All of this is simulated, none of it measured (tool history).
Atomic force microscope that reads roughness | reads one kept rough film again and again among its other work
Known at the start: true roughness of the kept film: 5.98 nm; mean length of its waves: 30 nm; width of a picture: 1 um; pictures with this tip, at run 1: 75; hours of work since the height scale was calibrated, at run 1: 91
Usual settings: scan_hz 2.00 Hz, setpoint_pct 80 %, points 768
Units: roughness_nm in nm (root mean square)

run	hour	scan_hz	setpoint_pct	points	pictures with this tip	hours of work since the height scale was calibrated	roughness_nm
1	0.0	2.00	80	768	75	91	3.263
2	25.6	2.00	80	768	121	106	2.864
3	41.1	2.00	58	768	150	115	2.867
# hour 52.4: new tip fitted
4	62.3	2.00	58	768	18	127	4.250
5	88.5	2.00	58	768	66	142	3.619
6	107.7	2.00	58	768	101	153	3.316
7	125.2	2.00	80	768	133	164	2.854
8	140.5	2.00	80	768	161	173	2.663
# hour 143.5: new tip fitted
9	174.8	2.00	80	768	57	192	3.406
10	210.0	1.33	80	768	121	213	2.932
# hour 236.1: new tip fitted
11	239.3	2.00	80	369	6	230	4.229
12	273.0	0.59	80	369	67	250	3.595
13	295.7	0.59	80	369	109	263	3.187
# hour 327.1: new tip fitted
14	327.6	0.59	80	369	1	281	4.583
# hour 331.0: height scale calibrated on a step standard
15	365.3	0.59	80	369	68	20	3.607
16	383.6	2.00	90	768	101	31	2.963
17	405.8	2.00	80	768	142	44	2.780
# hour 420.3: new tip fitted
18	421.3	2.00	80	768	2	53	4.251
19	456.1	2.00	80	768	66	73	3.387
20	479.7	2.00	80	668	109	87	2.968
21	501.4	2.00	80	668	149	99	2.678
# hour 513.5: new tip fitted
# hour 520.0: height scale calibrated on a step standard, once more
22	539.6	2.00	80	1010	46	11	3.622
23	559.1	2.00	80	1010	81	23	3.220
24	595.2	2.00	80	1010	147	44	2.692
# hour 607.9: new tip fitted
25	622.7	3.00	70	624	27	60	3.916
26	656.1	1.01	80	621	88	79	3.226
27	692.2	0.63	80	621	154	100	2.786
# hour 700.1: new tip fitted
28	707.7	0.63	81	621	14	109	4.298
29	730.6	0.63	81	621	55	123	3.737
30	749.7	2.15	85	553	90	134	3.070
31	773.1	2.90	65	936	133	148	2.860
# hour 792.6: new tip fitted
32	797.8	2.90	65	936	9	162	4.339
33	816.7	2.90	65	936	44	173	3.843

3 ways to go on from here, each from the tool as it stands after run 33. What would each give?
A	837.2	3.62	75	768	81	185	?
B	837.2	2.90	90	936	81	185	?
C	837.2	2.00	70	260	81	185	?

run	roughness_nm
A	3.229
B	2.992
C	3.422
Without the tool's hidden state the same runs would have given:
run	roughness_nm
A	4.211
B	3.903
C	4.465
